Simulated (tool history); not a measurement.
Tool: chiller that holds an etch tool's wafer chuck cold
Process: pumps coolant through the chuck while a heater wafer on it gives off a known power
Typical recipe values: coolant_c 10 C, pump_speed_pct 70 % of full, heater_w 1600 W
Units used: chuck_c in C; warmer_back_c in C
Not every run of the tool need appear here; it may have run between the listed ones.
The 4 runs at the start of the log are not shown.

run 5 hour=84.7 | coolant_c=10 pump_speed_pct=70 heater_w=1600 | chuck_c=26.2 warmer_back_c=4.98
run 6 hour=105 | coolant_c=10 pump_speed_pct=70 heater_w=1600 | chuck_c=26.2 warmer_back_c=5
run 7 hour=125.7 | coolant_c=10 pump_speed_pct=70 heater_w=1389 | chuck_c=24 warmer_back_c=4.3
run 8 hour=155.2 | coolant_c=10 pump_speed_pct=70 heater_w=1095 | chuck_c=21 warmer_back_c=3.43
run 9 hour=168.3 | coolant_c=10 pump_speed_pct=70 heater_w=1600 | chuck_c=26.2 warmer_back_c=5.01
run 10 hour=192.1 | coolant_c=10 pump_speed_pct=70 heater_w=1600 | chuck_c=26.1 warmer_back_c=5.04
run 11 hour=211.6 | coolant_c=10 pump_speed_pct=70 heater_w=1047 | chuck_c=20.6 warmer_back_c=3.38
run 12 hour=242 | coolant_c=10 pump_speed_pct=70 heater_w=1600 | chuck_c=26.2 warmer_back_c=5.08
run 13 hour=263.4 | coolant_c=10 pump_speed_pct=70 heater_w=1600 | chuck_c=26.3 warmer_back_c=5.05
run 14 hour=283.9 | coolant_c=7 pump_speed_pct=70 heater_w=1600 | chuck_c=23.2 warmer_back_c=5.14
run 15 hour=297.8 | coolant_c=7 pump_speed_pct=70 heater_w=1600 | chuck_c=23.2 warmer_back_c=5.12
run 16 hour=312.7 | coolant_c=7 pump_speed_pct=70 heater_w=1600 | chuck_c=23 warmer_back_c=5.17
run 17 hour=342.2 | coolant_c=13 pump_speed_pct=70 heater_w=1600 | chuck_c=29.1 warmer_back_c=5.09
run 18 hour=360.8 | coolant_c=13 pump_speed_pct=70 heater_w=1600 | chuck_c=29.2 warmer_back_c=5.21

Run 19 has not been measured yet. What should we expect?
run 19 hour=378.3 | coolant_c=17 pump_speed_pct=73 heater_w=1251 | chuck_c=? warmer_back_c=?

{"run 19": {"chuck_c": 29.3, "warmer_back_c": 3.93}}
Had the tool carried no hidden state, the very same run would have given chuck_c 29.3 C, warmer_back_c 3.68 C.
